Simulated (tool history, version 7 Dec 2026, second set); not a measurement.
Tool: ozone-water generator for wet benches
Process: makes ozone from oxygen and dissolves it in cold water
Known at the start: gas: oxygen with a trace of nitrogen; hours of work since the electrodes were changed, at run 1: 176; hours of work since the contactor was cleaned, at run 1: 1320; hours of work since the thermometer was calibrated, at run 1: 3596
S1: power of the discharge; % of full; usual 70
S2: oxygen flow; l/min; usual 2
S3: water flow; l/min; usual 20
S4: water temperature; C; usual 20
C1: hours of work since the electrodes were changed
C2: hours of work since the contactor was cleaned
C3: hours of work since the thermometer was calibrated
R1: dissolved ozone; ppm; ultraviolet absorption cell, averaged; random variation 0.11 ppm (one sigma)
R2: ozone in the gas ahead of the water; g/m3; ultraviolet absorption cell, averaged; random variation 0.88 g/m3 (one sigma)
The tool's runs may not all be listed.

Run 1, hour 0: usual settings; C1 176; C2 1320; C3 3596. Result: R1 8.5 ppm, R2 144.3 g/m3.
Run 2, hour 35.8: usual settings; C1 210; C2 1354; C3 3630. Result: R1 8.6 ppm, R2 143 g/m3.
Run 3, hour 56.2: usual settings; C1 229; C2 1374; C3 3650. Result: R1 8.4 ppm, R2 144.1 g/m3.
Run 4, hour 89.1: usual settings; C1 260; C2 1405; C3 3681. Result: R1 8.6 ppm, R2 143.4 g/m3.
Run 5, hour 104.4: usual settings; C1 275; C2 1420; C3 3695. Result: R1 8.5 ppm, R2 142.4 g/m3.
Run 6, hour 127.2: usual settings; C1 297; C2 1441; C3 3717. Result: R1 8.5 ppm, R2 142.5 g/m3.
Run 7, hour 152.4: usual settings but S2 1.29 l/min; C1 321; C2 1465; C3 3741. Result: R1 7.5 ppm, R2 179.7 g/m3.
Run 8, hour 188.4: usual settings but S2 1.29 l/min; C1 355; C2 1500; C3 3775. Result: R1 7.8 ppm, R2 180.5 g/m3.
Run 9, hour 210.7: usual settings but S1 77 % of full; C1 376; C2 1521; C3 3797. Result: R1 9.1 ppm, R2 152.2 g/m3.
Run 10, hour 234: usual settings but S1 77 % of full; C1 398; C2 1543; C3 3819. Result: R1 8.9 ppm, R2 151.9 g/m3.
Run 11, hour 271.3: usual settings but S1 77 % of full; C1 434; C2 1579; C3 3854. Result: R1 9 ppm, R2 152.3 g/m3.
Run 12, hour 307.2: usual settings; C1 468; C2 1613; C3 3889. Result: R1 8.4 ppm, R2 141.3 g/m3.
Run 13, hour 344.1: usual settings but S4 27 C; C1 503; C2 1648; C3 3924. Result: R1 7.9 ppm, R2 142.5 g/m3.
Run 14, hour 372.1: usual settings but S3 24 l/min; C1 530; C2 1675; C3 3950. Result: R1 7.1 ppm, R2 142.8 g/m3.
Run 15, hour 387: usual settings; C1 544; C2 1689; C3 3965. Result: R1 8.3 ppm, R2 141.9 g/m3.
Run 16, hour 417: usual settings; C1 573; C2 1717; C3 3993. Result: R1 8.3 ppm, R2 141.4 g/m3.
Run 17, hour 440.2: usual settings; C1 595; C2 1739; C3 4015. Result: R1 8.4 ppm, R2 141.7 g/m3.
Run 18, hour 473.9: usual settings but S2 2.78 l/min, S4 19 C; C1 627; C2 1771; C3 4047. Result: R1 9.1 ppm, R2 118.9 g/m3.
Run 19, hour 509: usual settings but S2 2.78 l/min, S4 19 C; C1 660; C2 1805; C3 4081. Result: R1 9 ppm, R2 120.2 g/m3.
Run 20, hour 524.7: usual settings but S2 2.78 l/min, S4 19 C; C1 675; C2 1820; C3 4096. Result: R1 9 ppm, R2 119.5 g/m3.
Run 21, hour 547.1: usual settings but S1 75 % of full, S2 3.21 l/min, S3 16 l/min, S4 24 C; C1 696; C2 1841; C3 4117. Result: R1 10.7 ppm, R2 113.1 g/m3.
Run 22, hour 581.2: usual settings but S1 95 % of full, S2 3.3 l/min, S3 27 l/min, S4 12 C; C1 729; C2 1874; C3 4149. Result: R1 9 ppm, R2 131.6 g/m3.
Run 23, hour 605.3: usual settings but S3 14 l/min; C1 752; C2 1897; C3 4172. Result: R1 11.6 ppm, R2 141.1 g/m3.
Run 24, hour 630.7: usual settings but S3 14 l/min; C1 776; C2 1921; C3 4196. Result: R1 11.6 ppm, R2 140.9 g/m3.
Run 25, hour 656.1: usual settings but S2 1.31 l/min; C1 800; C2 1945; C3 4221. Result: R1 7.5 ppm, R2 179.1 g/m3.
Run 26, hour 689.8: usual settings but S2 1.31 l/min; C1 832; C2 1977; C3 4253. Result: R1 7.5 ppm, R2 175.9 g/m3.
Run 27, hour 711.8: usual settings but S2 1.91 l/min, S4 17 C; C1 853; C2 1998; C3 4274. Result: R1 8.4 ppm, R2 144 g/m3.
Run 28, hour 729.5: usual settings but S2 1.91 l/min, S4 17 C; C1 870; C2 2015; C3 4290. Result: R1 8.5 ppm, R2 145.5 g/m3.
Run 29, hour 746.7: usual settings but S2 1.91 l/min, S4 17 C; C1 886; C2 2031; C3 4307. Result: R1 8.3 ppm, R2 145 g/m3.
Run 30, hour 770.5: usual settings but S1 41 % of full, S2 1.17 l/min, S3 29 l/min, S4 22 C; C1 909; C2 2054; C3 4330. Result: R1 3.6 ppm, R2 131.7 g/m3.
Run 31, hour 789.2: usual settings but S1 46 % of full, S2 1.07 l/min, S3 31 l/min; C1 927; C2 2072; C3 4347. Result: R1 3.4 ppm, R2 150.7 g/m3.
Run 32, hour 806.8: usual settings but S1 72 % of full, S2 1.07 l/min, S3 31 l/min, S4 24 C; C1 944; C2 2088; C3 4364. Result: R1 4.4 ppm, R2 200 g/m3.
Run 33, hour 824.4: usual settings but S1 71 % of full, S2 1.01 l/min, S3 31 l/min, S4 22 C; C1 960; C2 2105; C3 4381. Result: R1 4.3 ppm, R2 204.1 g/m3.

Some steps in R1 between neighbouring runs. How much of each would the tool show without its hidden state too (settings, what came in, random variation), and how much is left for the hidden state, with any gauge scatter that isn't in both results?
The hidden state here: yield of the discharge, % of new electrodes'; contactor's efficiency, % of a clean one's; true water temperature over the reading, C; drift of the gauge itself on ozone_ppm, %; drift of the gauge itself on gas_g_m3, %.
Run 8 -> 9: S1 70 -> 77, S2 1.29 -> 2. R1 +1.3 ppm: hidden state -0.1, all else +1.4.
Run 22 -> 23: S1 95 -> 70, S2 3.3 -> 2, S3 27 -> 14, S4 12 -> 20. R1 +2.6 ppm: hidden state -0.1, all else +2.7.
Run 24 -> 25: S2 2 -> 1.31, S3 14 -> 20. R1 -4.1 ppm: hidden state +0.2, all else -4.3.
Run 29 -> 30: S1 70 -> 41, S2 1.91 -> 1.17, S3 20 -> 29, S4 17 -> 22. R1 -4.7 ppm: hidden state +0.2, all else -4.9.
